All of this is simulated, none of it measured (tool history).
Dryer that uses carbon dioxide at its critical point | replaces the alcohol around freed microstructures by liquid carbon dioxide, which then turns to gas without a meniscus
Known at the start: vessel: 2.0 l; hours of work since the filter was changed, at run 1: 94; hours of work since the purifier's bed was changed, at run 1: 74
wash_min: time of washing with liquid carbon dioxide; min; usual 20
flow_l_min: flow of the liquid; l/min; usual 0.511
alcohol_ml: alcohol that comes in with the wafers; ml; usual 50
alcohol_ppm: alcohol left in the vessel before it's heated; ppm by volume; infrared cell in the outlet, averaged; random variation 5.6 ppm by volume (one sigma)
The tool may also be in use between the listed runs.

| run | hour | wash_min | flow_l_min | alcohol_ml | hours of work since the filter was changed | hours of work since the purifier's bed was changed | alcohol_ppm |
|---|---|---|---|---|---|---|---|
| 1 | 0 | 20 | 0.511 | 50 | 94 | 74 | 225 |
| 2 | 28.2 | 20 | 0.511 | 50 | 115 | 95 | 229 |
| 3 | 42.2 | 20 | 0.511 | 22 | 126 | 105 | 135 |
| 4 | 59.2 | 20 | 0.338 | 50 | 139 | 118 | 995 |
| 5 | 85.6 | 20 | 0.338 | 50 | 158 | 138 | 1007 |
| 6 | 103.4 | 24 | 0.511 | 50 | 172 | 151 | 157 |
| 7 | 127.9 | 24 | 0.511 | 50 | 190 | 169 | 159 |
| 8 | 151 | 21 | 0.816 | 22 | 207 | 187 | 86 |
| 9 | 173.5 | 21 | 0.338 | 43 | 224 | 204 | 801 |
| 10 | 195.7 | 13 | 0.759 | 47 | 241 | 220 | 335 |
| 11 | 218.5 | 13 | 0.759 | 47 | 258 | 237 | 351 |
| 12 | 242 | 13 | 0.759 | 47 | 276 | 255 | 352 |
| 13 | 254 | 27 | 0.426 | 103 | 285 | 264 | 332 |

3 ways to go on from here, each from the tool as it stands after run 13. What would each give?
| A | 277.5 | 18 | 0.398 | 98 | 302 | 282 | ? |
| B | 277.5 | 19 | 0.666 | 103 | 302 | 282 | ? |
| C | 277.5 | 14 | 0.511 | 46 | 302 | 282 | ? |

| run | alcohol_ppm |
|---|---|
| A | 1829 |
| B | 276 |
| C | 932 |
Without the tool's hidden state the same runs would have given:
| run | alcohol_ppm |
|---|---|
| A | 1454 |
| B | 117 |
| C | 692 |
